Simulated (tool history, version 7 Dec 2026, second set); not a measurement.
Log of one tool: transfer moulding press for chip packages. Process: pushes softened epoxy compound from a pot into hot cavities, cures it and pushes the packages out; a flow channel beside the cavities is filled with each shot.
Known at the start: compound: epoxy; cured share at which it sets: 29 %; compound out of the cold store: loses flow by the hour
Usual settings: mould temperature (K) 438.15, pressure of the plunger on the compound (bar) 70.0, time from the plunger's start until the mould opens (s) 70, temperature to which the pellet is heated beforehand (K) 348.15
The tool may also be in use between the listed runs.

run,day,mould temperature (K),pressure of the plunger on the compound (bar),time from the plunger's start until the mould opens (s),temperature to which the pellet is heated beforehand (K),incoming compound's hours out of the cold store,length that the compound runs in the flow channel (mm),greatest force on the pins that push the packages out (N)
1,0.000,438.15,70.0,70,348.15,33.4,574,534
2,0.596,438.15,70.0,52,348.15,39.4,559,1304
3,0.896,439.15,70.0,70,348.15,46.9,541,689
# day 1.146: cavities cleaned with cleaning compound and waxed
4,1.333,439.15,70.0,70,348.15,33.4,571,764
5,1.738,439.15,70.0,70,348.15,10.7,620,818
6,2.254,438.15,75.1,70,348.15,22.9,612,857
# day 2.512: cavities cleaned with cleaning compound and waxed
7,2.812,438.15,70.0,70,348.15,31.8,572,594
8,3.388,438.15,70.0,70,348.15,12.3,612,746
# day 3.588: plunger's sealing rings changed
9,3.842,438.15,70.0,70,348.15,34.3,578,738
# day 3.954: cavities cleaned with cleaning compound and waxed
10,4.296,438.15,58.3,70,348.15,38.5,520,566
# day 4.417: cavities cleaned with cleaning compound and waxed, once more
11,4.854,438.15,70.0,70,348.15,46.0,554,640
12,5.429,438.15,70.0,70,348.15,15.6,616,716
# day 5.762: cavities cleaned with cleaning compound and waxed
13,5.917,438.15,72.2,70,351.15,18.3,620,549
14,6.558,438.15,70.0,84,356.15,28.6,587,588
15,6.825,438.15,84.5,75,356.15,38.0,627,645
# day 7.092: cavities cleaned with cleaning compound and waxed
16,7.254,438.15,84.5,75,356.15,38.2,623,505
17,7.704,433.15,58.4,59,349.15,25.8,545,1343
18,8.067,439.15,58.4,59,339.15,43.6,509,976
# day 8.438: cavities cleaned with cleaning compound and waxed
19,8.492,430.15,74.2,59,339.15,26.4,615,1366
20,8.775,438.15,70.0,54,351.15,19.4,599,1096
21,9.183,438.15,70.0,54,351.15,14.2,616,1323
22,9.575,438.15,70.0,54,351.15,37.9,561,1283
# day 9.775: cavities cleaned with cleaning compound and waxed
23,10.100,438.15,70.0,54,351.15,29.0,581,1085

3 ways to go on from here, each from the tool as it stands after run 23. What would each give?
A,10.725,438.15,70.0,54,348.15,36.3,?,?
B,10.725,438.15,70.0,94,348.15,18.1,?,?
C,10.725,438.15,69.8,107,348.15,33.7,?,?

run,length that the compound runs in the flow channel (mm),greatest force on the pins that push the packages out (N)
A,564,1272
B,603,544
C,566,578
Without the tool's hidden state the same runs would have given:
run,length that the compound runs in the flow channel (mm),greatest force on the pins that push the packages out (N)
A,576,878
B,616,380
C,578,407

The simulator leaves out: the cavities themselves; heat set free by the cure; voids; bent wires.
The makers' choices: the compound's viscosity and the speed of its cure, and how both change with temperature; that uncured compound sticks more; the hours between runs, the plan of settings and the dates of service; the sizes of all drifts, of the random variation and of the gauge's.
